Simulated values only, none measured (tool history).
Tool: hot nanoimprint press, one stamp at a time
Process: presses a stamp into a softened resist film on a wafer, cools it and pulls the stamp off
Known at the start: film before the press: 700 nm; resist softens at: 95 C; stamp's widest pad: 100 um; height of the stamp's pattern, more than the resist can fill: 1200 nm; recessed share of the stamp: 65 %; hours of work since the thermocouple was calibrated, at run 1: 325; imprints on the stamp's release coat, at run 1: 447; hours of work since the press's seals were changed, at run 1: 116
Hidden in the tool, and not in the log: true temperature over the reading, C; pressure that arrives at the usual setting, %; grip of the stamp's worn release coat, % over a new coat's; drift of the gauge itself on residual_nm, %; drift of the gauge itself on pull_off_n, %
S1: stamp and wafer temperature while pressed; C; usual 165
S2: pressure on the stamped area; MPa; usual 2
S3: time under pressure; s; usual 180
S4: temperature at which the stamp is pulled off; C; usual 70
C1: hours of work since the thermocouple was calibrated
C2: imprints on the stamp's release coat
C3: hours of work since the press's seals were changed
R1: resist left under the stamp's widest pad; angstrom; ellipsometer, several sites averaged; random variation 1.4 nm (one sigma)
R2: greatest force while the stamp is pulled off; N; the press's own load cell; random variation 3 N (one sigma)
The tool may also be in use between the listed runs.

Run 1, day 0: usual settings; C1 325; C2 447; C3 116. Result: R1 4012 angstrom, R2 192 N.
Run 2, day 1.246: usual settings; C1 339; C2 540; C3 130. Result: R1 4014 angstrom, R2 190 N.
At day 2.896: stamp cleaned and given a new release coat.
Run 3, day 4.346: usual settings but S4 63 C; C1 373; C2 108; C3 163. Result: R1 3981 angstrom, R2 207 N.
Run 4, day 6.2: usual settings but S4 63 C; C1 394; C2 247; C3 185. Result: R1 3999 angstrom, R2 207 N.
Run 5, day 7.958: usual settings but S4 63 C; C1 415; C2 378; C3 205. Result: R1 3981 angstrom, R2 220 N.
Run 6, day 10.417: usual settings but S4 69 C; C1 443; C2 562; C3 234. Result: R1 3974 angstrom, R2 191 N.
At day 11.683: stamp cleaned and given a new release coat.
Run 7, day 11.879: usual settings; C1 457; C2 15; C3 248. Result: R1 3993 angstrom, R2 176 N.
Run 8, day 14.675: usual settings but S2 1.78 MPa; C1 490; C2 224; C3 281. Result: R1 4167 angstrom, R2 176 N.
At day 16.267: plate thermocouple calibrated.
Run 9, day 16.608: usual settings; C1 4; C2 359; C3 302. Result: R1 4124 angstrom, R2 187 N.
Run 10, day 18.321: usual settings; C1 24; C2 487; C3 322. Result: R1 4131 angstrom, R2 193 N.
At day 20.675: stamp cleaned and given a new release coat.
Run 11, day 20.892: usual settings; C1 51; C2 16; C3 349. Result: R1 4089 angstrom, R2 183 N.
Run 12, day 22.996: usual settings but S1 157 C; C1 75; C2 173; C3 373. Result: R1 5254 angstrom, R2 189 N.
Run 13, day 24.738: usual settings but S1 157 C; C1 96; C2 304; C3 394. Result: R1 5239 angstrom, R2 191 N.
Run 14, day 26.238: usual settings but S3 109 s; C1 113; C2 416; C3 411. Result: R1 4743 angstrom, R2 191 N.
Run 15, day 28.796: usual settings but S3 109 s; C1 143; C2 607; C3 441. Result: R1 4754 angstrom, R2 198 N.
At day 29.371: stamp cleaned and given a new release coat.
Run 16, day 31.546: usual settings but S2 2.36 MPa, S3 140 s, S4 69 C; C1 172; C2 163; C3 470. Result: R1 4180 angstrom, R2 186 N.
Run 17, day 32.896: usual settings but S2 2.36 MPa, S3 123 s, S4 69 C; C1 188; C2 264; C3 486. Result: R1 4327 angstrom, R2 192 N.
Run 18, day 34.846: usual settings but S3 253 s; C1 211; C2 409; C3 508. Result: R1 3659 angstrom, R2 192 N.
Run 19, day 36.088: usual settings but S3 156 s; C1 225; C2 502; C3 523. Result: R1 4266 angstrom, R2 188 N.
At day 38.117: stamp cleaned and given a new release coat.
Run 20, day 38.117: usual settings but S3 95 s, S4 56 C; C1 246; C2 0; C3 544. Result: R1 4859 angstrom, R2 233 N.
Run 21, day 40.608: usual settings but S2 1.66 MPa, S3 95 s, S4 61 C; C1 275; C2 186; C3 573. Result: R1 5164 angstrom, R2 222 N.
Run 22, day 43.254: usual settings but S3 258 s; C1 305; C2 384; C3 603. Result: R1 3606 angstrom, R2 186 N.
Run 23, day 45.404: usual settings but S3 258 s; C1 331; C2 545; C3 628. Result: R1 3604 angstrom, R2 185 N.

The next listed run, before its measurement:
At day 46.833: stamp cleaned and given a new release coat.
Run 24, day 48.425: usual settings but S2 1.25 MPa, S3 289 s; C1 363; C2 119; C3 661. Result: R1 ?, R2 ?.

Run 24 gave R1 4159 angstrom, R2 184 N.
Without the tool's hidden state the same run would have given R1 4204 angstrom, R2 183 N.
